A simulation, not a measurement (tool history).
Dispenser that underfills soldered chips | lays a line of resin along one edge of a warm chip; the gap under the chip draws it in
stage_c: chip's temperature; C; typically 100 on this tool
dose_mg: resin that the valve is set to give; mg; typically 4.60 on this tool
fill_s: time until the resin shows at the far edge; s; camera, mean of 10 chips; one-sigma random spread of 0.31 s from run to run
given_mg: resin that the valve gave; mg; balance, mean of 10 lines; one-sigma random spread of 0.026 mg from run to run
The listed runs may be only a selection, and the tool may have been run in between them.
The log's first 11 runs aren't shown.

run	hour	stage_c	dose_mg	fill_s	given_mg
# hour 34.5: new syringe of resin
12	36.8	101	4.60	7.9	4.51
13	40.6	101	4.60	8.7	4.48
14	44.0	89	4.60	17.8	4.47
15	48.6	89	4.60	22.0	4.47
# hour 50.6: new syringe of resin
16	51.0	105	4.60	5.2	4.46
17	55.6	100	4.60	8.6	4.42
18	60.3	103	5.28	9.5	5.10
19	62.4	103	5.28	10.6	5.13
20	65.6	96	4.01	17.2	3.85
# hour 66.6: new syringe of resin
21	69.4	103	4.21	7.5	4.03
22	72.6	103	4.21	8.7	4.03
23	75.6	85	5.07	21.2	4.92
24	77.6	85	5.07	23.1	4.86
25	80.3	105	5.73	11.1	5.49
# hour 82.6: new syringe of resin
26	82.8	105	5.73	5.9	5.52
27	84.9	85	3.93	16.5	3.75
28	86.9	93	5.96	12.2	5.74
29	91.2	91	4.08	15.6	3.84
30	94.0	91	4.08	18.8	3.93
31	96.3	104	4.13	11.5	3.95
# hour 98.6: new syringe of resin
32	99.7	87	5.19	13.5	4.92
33	102.8	113	4.06	5.4	3.88
34	105.4	106	4.98	7.7	4.72

3 options for the next run, each taken on its own from the tool as it stands now. Forecast them:
A	108.7	94	4.60	?	?
B	108.7	113	4.98	?	?
C	108.7	93	4.86	?	?

run	fill_s	given_mg
A	14.9	4.37
B	6.2	4.71
C	15.7	4.63
Had the tool no hidden state, the same runs would have come out as:
run	fill_s	given_mg
A	9.1	4.60
B	3.8	4.96
C	9.8	4.87
